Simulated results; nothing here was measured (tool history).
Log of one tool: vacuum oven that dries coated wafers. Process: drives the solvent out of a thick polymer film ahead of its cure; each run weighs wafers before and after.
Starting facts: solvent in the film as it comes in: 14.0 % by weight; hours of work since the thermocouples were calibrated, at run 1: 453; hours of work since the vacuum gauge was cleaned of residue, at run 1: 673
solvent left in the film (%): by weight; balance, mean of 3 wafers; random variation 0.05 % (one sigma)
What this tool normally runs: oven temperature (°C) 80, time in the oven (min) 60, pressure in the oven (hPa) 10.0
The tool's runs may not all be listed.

run	hour	oven temperature (°C)	time in the oven (min)	pressure in the oven (hPa)	hours of work since the thermocouples were calibrated	hours of work since the vacuum gauge was cleaned of residue	solvent left in the film (%)
1	0.0	80	60	10.0	453	673	1.43
2	88.0	80	60	10.0	522	742	1.61
3	166.9	80	60	10.0	583	804	1.57
4	206.4	80	60	10.0	614	835	1.52
5	267.9	80	60	10.0	662	883	1.59
6	320.2	80	60	10.0	703	924	1.60
7	387.7	80	60	10.0	756	976	1.63
8	438.7	80	60	7.6	795	1016	1.37
9	498.2	80	71	10.0	842	1063	1.36
# hour 574.0: oven's thermocouples calibrated
10	593.5	80	71	10.0	15	1135	1.53
11	648.2	80	71	10.0	58	1178	1.47
12	716.2	80	71	10.0	111	1231	1.39
13	762.7	80	32	10.0	147	1268	3.53
14	841.9	80	32	10.0	209	1329	3.62
15	926.8	80	94	10.0	276	1396	1.23
16	992.3	80	60	27.8	327	1447	3.20
# hour 1026.3: oven's thermocouples calibrated, once more
17	1085.1	80	60	27.8	46	1518	2.90
18	1155.8	80	60	27.8	101	1573	2.86
# hour 1193.2: vacuum gauge cleaned of residue and calibrated
19	1216.2	80	35	10.0	147	18	2.61
20	1290.9	80	72	10.0	205	76	1.16
21	1343.6	80	46	10.0	247	117	1.96
22	1400.4	72	60	10.0	291	162	2.68
23	1460.5	72	60	12.3	338	209	2.96
24	1506.8	66	36	7.5	374	245	5.81
25	1572.4	66	36	7.5	425	296	5.83
26	1615.7	66	36	7.5	459	330	6.07
27	1656.5	80	51	10.0	491	362	1.68
28	1735.2	80	51	10.0	552	423	1.70
29	1812.9	80	80	13.5	613	484	1.33
30	1860.8	80	80	13.5	650	521	1.42
31	1911.1	93	35	10.0	690	561	0.88
32	1968.2	93	35	10.0	734	605	0.93

Run 33 has not been measured yet. What should we expect?
33	2017.9	76	35	10.3	773	644	?

solvent left in the film (%): 3.82
With no hidden state in the tool, this same run would have given solvent left in the film (%) 3.56.
